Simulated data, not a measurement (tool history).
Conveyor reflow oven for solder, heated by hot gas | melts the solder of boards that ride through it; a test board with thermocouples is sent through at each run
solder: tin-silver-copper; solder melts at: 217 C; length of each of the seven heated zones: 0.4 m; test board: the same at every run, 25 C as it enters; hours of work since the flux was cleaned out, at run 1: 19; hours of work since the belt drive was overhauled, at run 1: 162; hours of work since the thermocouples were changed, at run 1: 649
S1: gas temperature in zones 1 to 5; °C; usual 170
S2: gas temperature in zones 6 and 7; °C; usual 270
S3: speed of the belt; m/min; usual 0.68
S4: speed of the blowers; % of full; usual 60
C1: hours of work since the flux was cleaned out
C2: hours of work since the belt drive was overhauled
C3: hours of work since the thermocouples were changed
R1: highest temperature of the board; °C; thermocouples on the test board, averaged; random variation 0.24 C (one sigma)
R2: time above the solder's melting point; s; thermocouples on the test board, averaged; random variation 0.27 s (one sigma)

run     day   S1   S2     S3  S4   C1   C2   C3     R1    R2
  1       0  170  270   0.68  60   19  162  649  252.8  52.1
       2.05  -- thermocouples of zones 6 and 7 changed
  2   2.112  185  270   0.68  60   47  190    1  255.7  58.3
  3   4.458  185  270   0.68  60   79  222   33  255.3  58.7
  4   7.233  185  270   0.68  60  118  261   71  255.7  58.9
  5   8.729  170  270   0.68  60  138  281   92  252.9  51.9
  6  11.017  170  263   0.68  60  170  313  123  246.9  47.4
  7  12.992  158  263   0.68  60  197  340  151  244.5  42.3
  8  14.533  170  280   0.68  60  218  361  172  261.5  57.3
  9  17.788  170  280   0.68  60  263  406  216  261.6  56.8
 10    19.8  170  280   0.68  63  290  434  244  262.8  57.2
 11  22.125  170  280   0.68  63  322  465  276  263.5  58.1
 12  24.208  170  280   0.68  63  351  494  305  263.2  57.6
 13  25.958  170  280   0.68  63  375  518  329  263.1  57.7
 14  28.896  170  270  0.773  60  416  559  369  248.5  41.9
     30.396  -- flux residue cleaned out of gas plates and filters
 15  30.608  170  270   0.68  60    3  579  390  253.1  51.6
 16  32.546  170  270   0.68  60   30  606  417    253  51.9
 17  35.212  166  260   0.68  67   66  643  453  246.1  46.6
 18  38.004  166  280  0.737  55  105  681  492  255.7  47.2
 19      41  175  270  0.728  60  146  722  533  252.1  48.9
 20  42.767  170  269   0.68  54  170  747  557  249.7  49.1
 21  44.917  161  270   0.68  60  200  776  587  251.5  48.1
 22  46.679  171  259  0.716  53  224  800  611  238.8    38
 23  48.338  171  259  0.716  53  247  823  634  239.7  37.8
     51.383  -- thermocouples of zones 6 and 7 changed
 24  51.417  171  259  0.716  53  288  864    0  239.4  37.9
 25  54.379  177  259  0.716  53  329  905   41    241  40.5
 26  55.788  177  259  0.716  53  348  924   61  240.8  41.2
 27  58.325  176  275   0.68  53  383  959   95  255.7  54.6

Forecast run 28:
 28  59.675  173  260  0.68  86  402  978  114   ?   ?

Run 28 gave R1 251.1 °C, R2 53.8 s.
Without the tool's hidden state the same run would have given R1 251.2 °C, R2 53.8 s.
